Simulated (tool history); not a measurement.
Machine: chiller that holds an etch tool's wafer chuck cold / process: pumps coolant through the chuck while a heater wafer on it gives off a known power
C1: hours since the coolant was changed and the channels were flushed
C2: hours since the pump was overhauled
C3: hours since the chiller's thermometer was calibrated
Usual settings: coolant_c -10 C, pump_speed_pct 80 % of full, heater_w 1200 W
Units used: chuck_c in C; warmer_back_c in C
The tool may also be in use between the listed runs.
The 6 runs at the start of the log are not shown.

run 7 hour=326.3 | coolant_c=-18 pump_speed_pct=70 heater_w=1200 | C1=4877 C2=1449 C3=2981 | chuck_c=-4.4 warmer_back_c=6.57
run 8 hour=390.1 | coolant_c=-18 pump_speed_pct=70 heater_w=1200 | C1=4941 C2=1513 C3=3045 | chuck_c=-4.3 warmer_back_c=6.56
run 9 hour=460.0 | coolant_c=-18 pump_speed_pct=70 heater_w=1200 | C1=5011 C2=1583 C3=3115 | chuck_c=-4.5 warmer_back_c=6.66
run 10 hour=499.6 | coolant_c=-18 pump_speed_pct=70 heater_w=1200 | C1=5050 C2=1623 C3=3154 | chuck_c=-4.3 warmer_back_c=6.66
run 11 hour=545.6 | coolant_c=-18 pump_speed_pct=70 heater_w=1200 | C1=5097 C2=1669 C3=3200 | chuck_c=-4.5 warmer_back_c=6.59
run 12 hour=593.6 | coolant_c=-10 pump_speed_pct=80 heater_w=1200 | C1=5145 C2=1717 C3=3248 | chuck_c=2.3 warmer_back_c=5.75
-- hour=600.6 chiller's thermometer calibrated
run 13 hour=677.6 | coolant_c=-10 pump_speed_pct=80 heater_w=1200 | C1=5228 C2=1800 C3=77 | chuck_c=2.5 warmer_back_c=5.69
run 14 hour=714.7 | coolant_c=-10 pump_speed_pct=80 heater_w=1200 | C1=5265 C2=1837 C3=114 | chuck_c=2.5 warmer_back_c=5.77
run 15 hour=783.7 | coolant_c=-10 pump_speed_pct=80 heater_w=1200 | C1=5334 C2=1906 C3=183 | chuck_c=2.3 warmer_back_c=5.72
run 16 hour=861.8 | coolant_c=-10 pump_speed_pct=80 heater_w=1471 | C1=5412 C2=1984 C3=261 | chuck_c=5.2 warmer_back_c=6.95
run 17 hour=922.4 | coolant_c=-18 pump_speed_pct=80 heater_w=1200 | C1=5472 C2=2044 C3=322 | chuck_c=-5.5 warmer_back_c=5.73
run 18 hour=990.2 | coolant_c=-5 pump_speed_pct=70 heater_w=1200 | C1=5540 C2=2112 C3=390 | chuck_c=8.9 warmer_back_c=6.68
-- hour=1060.0 coolant changed, channels flushed
run 19 hour=1066.6 | coolant_c=-5 pump_speed_pct=70 heater_w=1200 | C1=7 C2=2183 C3=460 | chuck_c=7.9 warmer_back_c=6.68
-- hour=1076.6 chiller's thermometer calibrated, once more
run 20 hour=1144.6 | coolant_c=-5 pump_speed_pct=70 heater_w=1200 | C1=84 C2=2260 C3=68 | chuck_c=7.2 warmer_back_c=6.66
run 21 hour=1197.5 | coolant_c=-5 pump_speed_pct=95 heater_w=865 | C1=137 C2=2313 C3=121 | chuck_c=1.8 warmer_back_c=3.44
run 22 hour=1256.9 | coolant_c=-4 pump_speed_pct=77 heater_w=1200 | C1=196 C2=2372 C3=180 | chuck_c=7.4 warmer_back_c=6.05
run 23 hour=1316.9 | coolant_c=-10 pump_speed_pct=63 heater_w=1200 | C1=256 C2=2432 C3=240 | chuck_c=3.6 warmer_back_c=7.54
run 24 hour=1363.5 | coolant_c=-10 pump_speed_pct=63 heater_w=1277 | C1=302 C2=2478 C3=287 | chuck_c=4.4 warmer_back_c=8.01
run 25 hour=1409.0 | coolant_c=-3 pump_speed_pct=72 heater_w=1277 | C1=348 C2=2524 C3=332 | chuck_c=10.1 warmer_back_c=6.85
run 26 hour=1482.9 | coolant_c=-3 pump_speed_pct=72 heater_w=1277 | C1=422 C2=2598 C3=406 | chuck_c=10.1 warmer_back_c=6.88
run 27 hour=1522.4 | coolant_c=-3 pump_speed_pct=72 heater_w=1277 | C1=461 C2=2637 C3=446 | chuck_c=9.9 warmer_back_c=6.93
run 28 hour=1579.5 | coolant_c=-18 pump_speed_pct=72 heater_w=1231 | C1=519 C2=2695 C3=503 | chuck_c=-5.6 warmer_back_c=6.68
run 29 hour=1627.3 | coolant_c=-18 pump_speed_pct=72 heater_w=1231 | C1=566 C2=2742 C3=551 | chuck_c=-5.2 warmer_back_c=6.67
run 30 hour=1679.6 | coolant_c=-3 pump_speed_pct=60 heater_w=1350 | C1=619 C2=2795 C3=603 | chuck_c=13.2 warmer_back_c=8.93
run 31 hour=1718.4 | coolant_c=-3 pump_speed_pct=60 heater_w=1350 | C1=657 C2=2833 C3=642 | chuck_c=12.9 warmer_back_c=9.05

Predict each of these 5 candidate next runs independently; none follows another, all start after run 31:
run A hour=1771.5 | coolant_c=-3 pump_speed_pct=62 heater_w=1350 | C1=710 C2=2886 C3=695 | chuck_c=? warmer_back_c=?
run B hour=1771.5 | coolant_c=-2 pump_speed_pct=60 heater_w=888 | C1=710 C2=2886 C3=695 | chuck_c=? warmer_back_c=?
run C hour=1771.5 | coolant_c=-3 pump_speed_pct=68 heater_w=1553 | C1=710 C2=2886 C3=695 | chuck_c=? warmer_back_c=?
run D hour=1771.5 | coolant_c=-3 pump_speed_pct=88 heater_w=1172 | C1=710 C2=2886 C3=695 | chuck_c=? warmer_back_c=?
run E hour=1771.5 | coolant_c=-19 pump_speed_pct=77 heater_w=1200 | C1=710 C2=2886 C3=695 | chuck_c=? warmer_back_c=?

run=A chuck_c=12.8 warmer_back_c=8.71
run=B chuck_c=8.6 warmer_back_c=5.90
run=C chuck_c=13.8 warmer_back_c=8.98
run=D chuck_c=7.1 warmer_back_c=5.20
run=E chuck_c=-7.5 warmer_back_c=6.03
The same runs, with their run-to-run variation unchanged, on a tool lacking any hidden condition would have given:
run=A chuck_c=11.9 warmer_back_c=8.32
run=B chuck_c=8.0 warmer_back_c=5.63
run=C chuck_c=12.9 warmer_back_c=8.58
run=D chuck_c=6.5 warmer_back_c=4.97
run=E chuck_c=-8.1 warmer_back_c=5.76
